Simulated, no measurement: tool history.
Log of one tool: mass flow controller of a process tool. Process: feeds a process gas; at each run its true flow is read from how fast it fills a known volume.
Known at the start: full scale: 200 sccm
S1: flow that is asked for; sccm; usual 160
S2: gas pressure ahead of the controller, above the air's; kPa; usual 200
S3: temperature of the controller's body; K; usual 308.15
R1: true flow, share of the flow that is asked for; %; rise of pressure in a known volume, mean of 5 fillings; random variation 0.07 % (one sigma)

Run 1, day 0.000: usual settings. Result: R1 99.05 %.
Run 2, day 6.888: usual settings but S1 127 sccm. Result: R1 98.63 %.
Run 3, day 12.775: usual settings but S1 127 sccm. Result: R1 98.39 %.
Run 4, day 16.112: usual settings but S1 127 sccm. Result: R1 98.38 %.
Run 5, day 22.579: usual settings but S1 127 sccm. Result: R1 98.22 %.
Run 6, day 25.821: usual settings but S1 127 sccm. Result: R1 97.93 %.
Run 7, day 29.096: usual settings but S1 127 sccm. Result: R1 97.91 %.
Run 8, day 33.808: usual settings but S1 127 sccm. Result: R1 97.68 %.
Run 9, day 39.083: usual settings but S1 127 sccm. Result: R1 97.54 %.
Run 10, day 46.054: usual settings but S1 127 sccm. Result: R1 97.54 %.
Run 11, day 49.629: usual settings but S1 127 sccm. Result: R1 97.22 %.
Run 12, day 53.329: usual settings but S1 127 sccm. Result: R1 97.22 %.
Run 13, day 60.542: usual settings but S1 127 sccm. Result: R1 96.87 %.
Run 14, day 65.712: usual settings but S3 295.15 K. Result: R1 97.91 %.
Run 15, day 70.850: usual settings but S3 295.15 K. Result: R1 97.82 %.
Run 16, day 75.492: usual settings but S1 66 sccm, S3 301.15 K. Result: R1 99.14 %.
Run 17, day 80.633: usual settings but S1 55 sccm, S3 313.15 K. Result: R1 97.95 %.
Run 18, day 87.183: usual settings but S1 55 sccm, S3 313.15 K. Result: R1 97.83 %.
Run 19, day 92.383: usual settings but S1 113 sccm, S3 310.15 K. Result: R1 98.08 %.
Run 20, day 98.108: usual settings but S1 110 sccm, S3 310.15 K. Result: R1 97.87 %.
Run 21, day 102.875: usual settings but S1 110 sccm, S2 247 kPa, S3 310.15 K. Result: R1 97.67 %.
Run 22, day 109.758: usual settings but S1 89 sccm. Result: R1 97.54 %.
Run 23, day 114.742: usual settings but S1 53 sccm, S2 233 kPa, S3 311.15 K. Result: R1 97.05 %.
Run 24, day 118.154: usual settings but S1 53 sccm, S2 233 kPa, S3 311.15 K. Result: R1 96.99 %.
Run 25, day 124.208: usual settings but S1 53 sccm, S2 280 kPa, S3 313.15 K. Result: R1 96.62 %.
Run 26, day 130.129: usual settings but S2 184 kPa, S3 310.15 K. Result: R1 97.21 %.
Run 27, day 135.138: usual settings but S2 184 kPa, S3 310.15 K. Result: R1 96.90 %.
Run 28, day 140.208: usual settings but S2 184 kPa, S3 310.15 K. Result: R1 96.90 %.
Run 29, day 143.650: usual settings but S1 122 sccm, S2 274 kPa. Result: R1 96.71 %.
Run 30, day 150.212: usual settings but S1 122 sccm, S2 274 kPa. Result: R1 96.42 %.

Taken out of this log: 1 entry between the listed runs. Where each belongs, and how the hidden state differs across it:
Between runs 15 and 16: gauge calibrated (day 75.267)
  drift of the gauge itself on true_pct, %: -2.24 -> -0.01
  measured less the result without the state, R1: -2.24 -> -0.02 %

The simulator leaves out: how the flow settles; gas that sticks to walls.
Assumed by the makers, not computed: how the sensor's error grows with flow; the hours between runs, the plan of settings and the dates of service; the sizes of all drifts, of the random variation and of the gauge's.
